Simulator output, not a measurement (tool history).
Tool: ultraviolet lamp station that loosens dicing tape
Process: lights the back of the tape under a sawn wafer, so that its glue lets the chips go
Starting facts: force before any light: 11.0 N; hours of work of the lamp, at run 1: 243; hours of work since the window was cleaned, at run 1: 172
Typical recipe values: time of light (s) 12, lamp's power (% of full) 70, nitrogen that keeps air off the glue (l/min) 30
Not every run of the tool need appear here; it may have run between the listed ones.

run	day	time of light (s)	lamp's power (% of full)	nitrogen that keeps air off the glue (l/min)	hours of work of the lamp	hours of work since the window was cleaned	force that peels the tape off (N)	light that reached the tape (J/m2)
1	0.000	12	70	30	243	172	0.473	4380
2	0.838	12	70	30	259	188	0.511	4350
3	1.375	12	70	30	269	198	0.491	4330
4	1.954	12	62	30	279	209	0.672	3820
5	2.604	12	62	30	291	221	0.673	3800
6	3.142	12	62	30	301	230	0.697	3760
7	3.958	12	62	30	316	246	0.679	3720
8	4.638	12	62	30	329	258	0.699	3720
9	5.733	12	62	30	349	278	0.737	3710
10	6.433	12	62	30	362	291	0.700	3650
11	7.362	12	62	30	379	308	0.743	3600
12	8.225	12	94	30	395	324	0.273	5490
13	9.238	12	94	30	414	343	0.270	5400
14	10.242	12	94	30	432	361	0.282	5390
15	11.100	16	70	30	448	377	0.274	5270
16	11.975	16	77	30	464	393	0.235	5770
17	12.529	16	77	30	474	404	0.238	5780
# day 12.662: window cleaned of glue's vapour
18	13.312	16	77	30	489	12	0.285	5440
19	14.333	16	77	30	507	31	0.281	5300
20	15.317	12	90	30	526	49	0.404	4640
# day 16.117: window cleaned of glue's vapour, once more
21	16.283	12	90	30	543	3	0.272	5470
22	17.000	20	74	12	556	16	0.221	7520
23	18.183	11	70	40	578	38	0.546	3820
24	19.196	11	83	34	597	57	0.394	4480
25	20.358	17	93	17	618	78	0.168	7760
26	21.338	7	70	30	636	96	1.767	2390
27	22.196	12	91	13	652	112	0.478	5240
28	22.688	12	89	30	661	121	0.331	5160
29	23.612	12	83	30	678	138	0.390	4770
30	24.233	7	78	30	690	150	1.518	2620
31	25.317	12	88	30	710	170	0.341	4900
32	25.962	12	70	33	722	182	0.594	3970
33	26.946	19	70	14	740	200	0.321	6190
34	28.004	6	80	20	759	219	2.315	2260
35	28.858	19	80	20	775	235	0.205	7040

Forecast each of these 5 alternatives for the next run:
A	29.950	12	65	11	795	255	?	?
B	29.950	16	89	20	795	255	?	?
C	29.950	12	98	31	795	255	?	?
D	29.950	19	80	11	795	255	?	?
E	29.950	16	92	27	795	255	?	?

run	force that peels the tape off (N)	light that reached the tape (J/m2)
A	1.285	3530
B	0.213	6470
C	0.280	5370
D	0.268	6980
E	0.183	6690
What these runs would have given with no unlogged condition in the tool:
run	force that peels the tape off (N)	light that reached the tape (J/m2)
A	0.800	4390
B	0.144	8050
C	0.179	6680
D	0.171	8680
E	0.139	8330
